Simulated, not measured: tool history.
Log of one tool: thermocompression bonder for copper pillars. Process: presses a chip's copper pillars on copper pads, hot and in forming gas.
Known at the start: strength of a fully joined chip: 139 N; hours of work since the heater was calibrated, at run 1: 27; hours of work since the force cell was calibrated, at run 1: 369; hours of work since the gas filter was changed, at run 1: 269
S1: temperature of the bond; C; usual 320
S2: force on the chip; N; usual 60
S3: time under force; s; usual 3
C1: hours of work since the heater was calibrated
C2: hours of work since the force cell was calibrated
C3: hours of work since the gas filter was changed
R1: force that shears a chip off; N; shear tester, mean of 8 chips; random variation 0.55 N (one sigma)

run,hour,S1,S2,S3,C1,C2,C3,R1
1,0,320,60,3,27,369,269,44.3
# hour 14.7: forming gas filter changed
2,20,320,72,3,40,383,4,57.3
3,35,320,60,3,51,393,14,50.9
4,57.4,315,60,3,66,409,30,47.9
5,68.9,344,60,3,74,417,38,61.9
6,83,344,60,3,84,427,48,62.2
7,98.5,344,60,7,95,437,58,83.1
8,112.8,344,60,7,105,447,68,81.3
9,130.3,344,60,7,117,460,81,79.7
10,142.3,320,43,2,126,468,89,34
11,157.1,320,43,2,136,478,99,33.6

3 ways to go on from here, each from the tool as it stands after run 11. What would each give?
A,167,292,48,2,143,485,106,?
B,167,292,43,2,143,485,106,?
C,167,294,60,6,143,485,106,?

run,R1
A,26
B,24.1
C,49.3
Without the tool's hidden state the same runs would have given:
run,R1
A,28
B,25.9
C,52.9

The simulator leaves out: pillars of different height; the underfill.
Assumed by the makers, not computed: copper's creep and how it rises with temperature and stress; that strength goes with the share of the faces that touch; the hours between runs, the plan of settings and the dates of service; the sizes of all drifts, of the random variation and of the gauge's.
